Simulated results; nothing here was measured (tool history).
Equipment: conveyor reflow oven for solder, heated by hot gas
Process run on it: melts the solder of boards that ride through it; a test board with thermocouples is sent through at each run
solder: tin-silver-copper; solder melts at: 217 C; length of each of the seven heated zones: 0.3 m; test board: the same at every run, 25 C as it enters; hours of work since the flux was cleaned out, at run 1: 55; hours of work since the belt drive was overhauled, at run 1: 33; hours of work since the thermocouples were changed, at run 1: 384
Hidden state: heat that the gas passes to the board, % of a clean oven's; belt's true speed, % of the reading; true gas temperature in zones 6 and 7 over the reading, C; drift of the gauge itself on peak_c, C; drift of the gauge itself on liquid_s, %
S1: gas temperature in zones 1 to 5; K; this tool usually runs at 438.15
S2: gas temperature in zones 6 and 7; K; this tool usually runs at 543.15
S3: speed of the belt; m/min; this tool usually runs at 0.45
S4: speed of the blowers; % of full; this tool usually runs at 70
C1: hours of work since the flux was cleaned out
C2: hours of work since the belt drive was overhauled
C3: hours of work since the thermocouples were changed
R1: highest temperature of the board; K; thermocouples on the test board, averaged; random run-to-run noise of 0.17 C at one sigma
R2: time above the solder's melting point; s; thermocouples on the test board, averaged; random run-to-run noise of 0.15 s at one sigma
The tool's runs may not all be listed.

| run | hour | S1 | S2 | S3 | S4 | C1 | C2 | C3 | R1 | R2 |
|---|---|---|---|---|---|---|---|---|---|---|
| 1 | 0 | 438.15 | 543.15 | 0.45 | 70 | 55 | 33 | 384 | 532.95 | 62.8 |
| 2 | 8.5 | 438.15 | 543.15 | 0.45 | 70 | 59 | 37 | 388 | 532.95 | 63.2 |
| 3 | 12.5 | 438.15 | 543.15 | 0.45 | 70 | 60 | 38 | 390 | 532.45 | 63.2 |
| 4 | 16.5 | 438.15 | 543.15 | 0.45 | 70 | 62 | 40 | 391 | 533.05 | 62.9 |
| 5 | 23.9 | 438.15 | 543.15 | 0.45 | 70 | 66 | 43 | 395 | 532.55 | 63 |
| 6 | 30 | 438.15 | 532.15 | 0.45 | 70 | 68 | 46 | 398 | 522.65 | 56.4 |
| 7 | 35.8 | 435.15 | 543.15 | 0.45 | 70 | 71 | 49 | 400 | 532.45 | 61.9 |
| 8 | 39.9 | 435.15 | 543.15 | 0.45 | 70 | 73 | 51 | 402 | 532.25 | 61.8 |
| 9 | 49 | 438.15 | 543.15 | 0.45 | 70 | 77 | 55 | 406 | 532.85 | 63.3 |
| 10 | 55.3 | 438.15 | 543.15 | 0.45 | 70 | 80 | 57 | 409 | 532.85 | 63.4 |
| 11 | 63.6 | 438.15 | 543.15 | 0.45 | 70 | 83 | 61 | 413 | 532.45 | 62.5 |
| 12 | 68.5 | 438.15 | 543.15 | 0.45 | 70 | 86 | 63 | 415 | 532.85 | 63.2 |
| 13 | 77.5 | 438.15 | 543.15 | 0.45 | 70 | 90 | 67 | 419 | 532.45 | 62.8 |
|  | 83.1 | flux residue cleaned out of gas plates and filters |
| 14 | 87.9 | 438.15 | 543.15 | 0.45 | 70 | 2 | 70 | 421 | 532.65 | 63.1 |
| 15 | 93.2 | 438.15 | 543.15 | 0.45 | 70 | 5 | 72 | 424 | 532.25 | 63 |
| 16 | 99.1 | 443.15 | 555.15 | 0.45 | 53 | 7 | 75 | 426 | 541.75 | 69.2 |
| 17 | 103.2 | 450.15 | 546.15 | 0.44 | 64 | 9 | 77 | 428 | 536.85 | 70.6 |
|  | 114.1 | flux residue cleaned out of gas plates and filters, once more |
| 18 | 117.2 | 450.15 | 557.15 | 0.45 | 65 | 1 | 81 | 432 | 547.25 | 73.9 |
| 19 | 122.7 | 450.15 | 557.15 | 0.45 | 65 | 4 | 83 | 435 | 546.95 | 73.6 |
| 20 | 128.4 | 450.15 | 557.15 | 0.45 | 54 | 6 | 86 | 437 | 545.75 | 73.2 |
| 21 | 132.4 | 450.15 | 534.15 | 0.412 | 63 | 8 | 88 | 439 | 527.25 | 70.6 |
| 22 | 137.6 | 450.15 | 534.15 | 0.412 | 63 | 10 | 90 | 441 | 527.45 | 70.9 |
| 23 | 142.1 | 450.15 | 534.15 | 0.412 | 63 | 13 | 92 | 443 | 527.55 | 70.7 |
| 24 | 150.9 | 450.15 | 545.15 | 0.374 | 54 | 16 | 96 | 447 | 538.75 | 85.2 |
| 25 | 157.1 | 450.15 | 545.15 | 0.374 | 54 | 19 | 99 | 450 | 538.85 | 85.4 |
| 26 | 164.1 | 450.15 | 544.15 | 0.416 | 88 | 22 | 102 | 453 | 538.65 | 76.4 |
| 27 | 169.1 | 450.15 | 544.15 | 0.416 | 88 | 25 | 104 | 455 | 538.95 | 77.1 |
| 28 | 178.6 | 451.15 | 544.15 | 0.436 | 76 | 29 | 108 | 460 | 537.25 | 72.6 |
| 29 | 186.6 | 446.15 | 543.15 | 0.427 | 70 | 32 | 112 | 463 | 535.35 | 71.3 |
| 30 | 192.8 | 438.15 | 543.15 | 0.512 | 70 | 35 | 115 | 466 | 528.75 | 52.6 |

Branching from run 30: 4 alternative next runs. What would each branch give?
| A | 199.3 | 448.15 | 548.15 | 0.453 | 70 | 38 | 117 | 469 | ? | ? |
| B | 199.3 | 426.15 | 543.15 | 0.512 | 70 | 38 | 117 | 469 | ? | ? |
| C | 199.3 | 438.15 | 531.15 | 0.371 | 67 | 38 | 117 | 469 | ? | ? |
| D | 199.3 | 426.15 | 543.15 | 0.469 | 53 | 38 | 117 | 469 | ? | ? |

| run | R1 | R2 |
|---|---|---|
| A | 538.85 | 69.1 |
| B | 527.25 | 48.4 |
| C | 526.05 | 73.8 |
| D | 527.45 | 52.8 |
Without the tool's hidden state the same runs would have given:
| run | R1 | R2 |
|---|---|---|
| A | 537.25 | 68.4 |
| B | 525.85 | 47.6 |
| C | 524.35 | 72.7 |
| D | 525.95 | 51.9 |

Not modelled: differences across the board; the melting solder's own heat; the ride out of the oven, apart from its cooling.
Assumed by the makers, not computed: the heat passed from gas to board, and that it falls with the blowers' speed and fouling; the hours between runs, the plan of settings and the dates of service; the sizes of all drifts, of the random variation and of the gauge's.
